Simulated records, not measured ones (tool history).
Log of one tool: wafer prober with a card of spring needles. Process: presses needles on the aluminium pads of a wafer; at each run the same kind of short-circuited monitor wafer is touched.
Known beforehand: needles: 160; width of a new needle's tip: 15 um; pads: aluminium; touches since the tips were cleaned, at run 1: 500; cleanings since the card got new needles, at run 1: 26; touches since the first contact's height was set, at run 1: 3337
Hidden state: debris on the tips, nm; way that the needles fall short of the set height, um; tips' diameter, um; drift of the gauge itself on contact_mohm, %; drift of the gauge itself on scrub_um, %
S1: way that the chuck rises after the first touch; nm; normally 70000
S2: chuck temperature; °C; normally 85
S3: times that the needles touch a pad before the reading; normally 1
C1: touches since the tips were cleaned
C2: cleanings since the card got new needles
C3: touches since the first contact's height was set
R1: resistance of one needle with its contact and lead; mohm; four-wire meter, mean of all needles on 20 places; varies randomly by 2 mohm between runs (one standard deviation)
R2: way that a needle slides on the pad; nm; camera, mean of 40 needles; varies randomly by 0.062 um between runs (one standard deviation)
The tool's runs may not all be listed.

Run 1, hour 0: usual settings; C1 500; C2 26; C3 3337. Result: R1 239 mohm, R2 11650 nm.
At hour 11.3: tips cleaned on abrasive film.
Run 2, hour 12.8: usual settings; C1 701; C2 27; C3 9305. Result: R1 250 mohm, R2 11570 nm.
At hour 24.3: tips cleaned on abrasive film.
Run 3, hour 26.5: usual settings; C1 1034; C2 28; C3 15688. Result: R1 256 mohm, R2 11540 nm.
At hour 36.6: tips cleaned on abrasive film.
Run 4, hour 43.7: usual settings but S2 47 °C; C1 3328; C2 29; C3 23756. Result: R1 279 mohm, R2 11600 nm.
At hour 51: tips cleaned on abrasive film.
Run 5, hour 54: usual settings but S2 47 °C; C1 1407; C2 30; C3 28547. Result: R1 251 mohm, R2 11590 nm.
At hour 63.8: tips cleaned on abrasive film.
At hour 76.8: tips cleaned on abrasive film.
Run 6, hour 77.5: usual settings; C1 355; C2 32; C3 39514. Result: R1 244 mohm, R2 11340 nm.
At hour 89: tips cleaned on abrasive film.
Run 7, hour 95.5: usual settings but S3 2; C1 3056; C2 33; C3 47940. Result: R1 261 mohm, R2 11420 nm.
At hour 102.1: tips cleaned on abrasive film.
At hour 114.6: tips cleaned on abrasive film.
Run 8, hour 120.5: usual settings but S3 2; C1 2756; C2 35; C3 59562. Result: R1 257 mohm, R2 11470 nm.
At hour 127.3: tips cleaned on abrasive film.
Run 9, hour 130.9: usual settings but S3 2; C1 1673; C2 36; C3 64421. Result: R1 249 mohm, R2 11280 nm.
At hour 140.4: tips cleaned on abrasive film.
At hour 153.3: tips cleaned on abrasive film.
Run 10, hour 155.7: usual settings but S3 2; C1 1153; C2 38; C3 76004. Result: R1 244 mohm, R2 11260 nm.
At hour 165.6: tips cleaned on abrasive film.
At hour 177.8: tips cleaned on abrasive film.
Run 11, hour 177.8: usual settings but S3 2; C1 0; C2 40; C3 86289. Result: R1 228 mohm, R2 11370 nm.
At hour 191.2: tips cleaned on abrasive film.
Run 12, hour 194.1: usual settings but S3 2; C1 1346; C2 41; C3 93910. Result: R1 243 mohm, R2 11360 nm.
At hour 204.6: tips cleaned on abrasive film.
Run 13, hour 206.9: usual settings; C1 1088; C2 42; C3 99875. Result: R1 258 mohm, R2 11250 nm.
At hour 217.6: tips cleaned on abrasive film.
Run 14, hour 220.7: usual settings but S3 2; C1 1460; C2 43; C3 106325. Result: R1 247 mohm, R2 11360 nm.
At hour 229.9: tips cleaned on abrasive film.
Run 15, hour 238: usual settings but S3 2; C1 3817; C2 44; C3 114423. Result: R1 269 mohm, R2 11170 nm.
At hour 243.1: tips cleaned on abrasive film.
Run 16, hour 249: usual settings but S3 2; C1 2767; C2 45; C3 119523. Result: R1 260 mohm, R2 11230 nm.
At hour 257.2: tips cleaned on abrasive film.
At hour 269.7: tips cleaned on abrasive film.
Run 17, hour 273.1: usual settings but S1 79000 nm, S2 108 °C; C1 1595; C2 47; C3 130769. Result: R1 261 mohm, R2 12630 nm.
At hour 282.3: tips cleaned on abrasive film.
Run 18, hour 283.6: usual settings but S1 67000 nm, S2 71 °C, S3 2; C1 632; C2 48; C3 135694. Result: R1 243 mohm, R2 10460 nm.
At hour 294.6: tips cleaned on abrasive film.
Run 19, hour 301.9: usual settings but S1 67000 nm, S2 71 °C, S3 2; C1 3440; C2 49; C3 144223. Result: R1 264 mohm, R2 10650 nm.
At hour 307.2: tips cleaned on abrasive film.
Run 20, hour 313.3: usual settings but S1 60000 nm, S3 3; C1 2878; C2 50; C3 149562. Result: R1 261 mohm, R2 9370 nm.
At hour 321.1: tips cleaned on abrasive film.
At hour 334: tips cleaned on abrasive film.
Run 21, hour 334: usual settings but S2 93 °C, S3 2; C1 0; C2 52; C3 159211. Result: R1 230 mohm, R2 11000 nm.
At hour 347.5: tips cleaned on abrasive film.
Run 22, hour 348.1: usual settings but S2 37 °C, S3 2; C1 265; C2 53; C3 165763. Result: R1 221 mohm, R2 11010 nm.
At hour 356.2: height of the first contact set anew.
At hour 360.1: tips cleaned on abrasive film.
Run 23, hour 371.7: usual settings but S1 56000 nm, S2 64 °C; C1 5448; C2 54; C3 7210. Result: R1 342 mohm, R2 9190 nm.
At hour 373.9: tips cleaned on abrasive film.
Run 24, hour 381.8: usual settings but S1 59000 nm, S2 31 °C, S3 2; C1 3755; C2 55; C3 11943. Result: R1 281 mohm, R2 9720 nm.
At hour 387: tips cleaned on abrasive film.
Run 25, hour 396.6: usual settings but S1 59000 nm, S2 31 °C; C1 4522; C2 56; C3 18840. Result: R1 324 mohm, R2 9740 nm.
At hour 399.9: tips cleaned on abrasive film.
Run 26, hour 408.1: usual settings but S1 53000 nm, S2 48 °C; C1 3845; C2 57; C3 24194. Result: R1 347 mohm, R2 8650 nm.
At hour 412.6: tips cleaned on abrasive film.
At hour 426.7: tips cleaned on abrasive film.
Run 27, hour 432.1: usual settings but S1 62000 nm, S2 96 °C, S3 2; C1 2543; C2 59; C3 35377. Result: R1 265 mohm, R2 10140 nm.
At hour 439.4: tips cleaned on abrasive film.
Run 28, hour 450.2: usual settings but S1 62000 nm, S2 96 °C, S3 2; C1 5085; C2 60; C3 43868. Result: R1 293 mohm, R2 10160 nm.
At hour 453.4: tips cleaned on abrasive film.
At hour 465.7: tips cleaned on abrasive film.
Run 29, hour 466.4: usual settings but S1 64000 nm, S2 29 °C; C1 337; C2 62; C3 51403. Result: R1 237 mohm, R2 10400 nm.
At hour 478.3: tips cleaned on abrasive film.
Run 30, hour 489.4: usual settings but S1 64000 nm, S2 29 °C; C1 5231; C2 63; C3 62165. Result: R1 312 mohm, R2 10320 nm.
At hour 491.2: tips cleaned on abrasive film.
At hour 503.5: tips cleaned on abrasive film.
Run 31, hour 507.3: usual settings but S1 57000 nm, S2 72 °C, S3 3; C1 1776; C2 65; C3 70488. Result: R1 251 mohm, R2 9210 nm.

Difference, measured minus no-hidden-state, one row per run. Run-to-run variation is common to both terms; the gauge's own scatter need not be:
run    R1    R2
  1   +22   -20
  2   +26   -40
  3   +33   -50
  4   +65   -70
  5   +37   -90
  6   +18  -120
  7   +38  -150
  8   +34  -190
  9   +27  -210
 10   +22  -250
 11    +5  -290
 12   +23  -310
 13   +37  -330
 14   +23  -340
 15   +44  -350
 16   +38  -380
 17   +36  -420
 18   +22  -430
 19   +48  -460
 20   +34  -480
 21    +6  -500
 22   +13  -520
 23  +120   -20
 24   +65   -40
 25  +110   -50
 26  +126   -70
 27   +40  -110
 28   +63  -120
 29   +28  -150
 30  +105  -170
 31   +30  -210

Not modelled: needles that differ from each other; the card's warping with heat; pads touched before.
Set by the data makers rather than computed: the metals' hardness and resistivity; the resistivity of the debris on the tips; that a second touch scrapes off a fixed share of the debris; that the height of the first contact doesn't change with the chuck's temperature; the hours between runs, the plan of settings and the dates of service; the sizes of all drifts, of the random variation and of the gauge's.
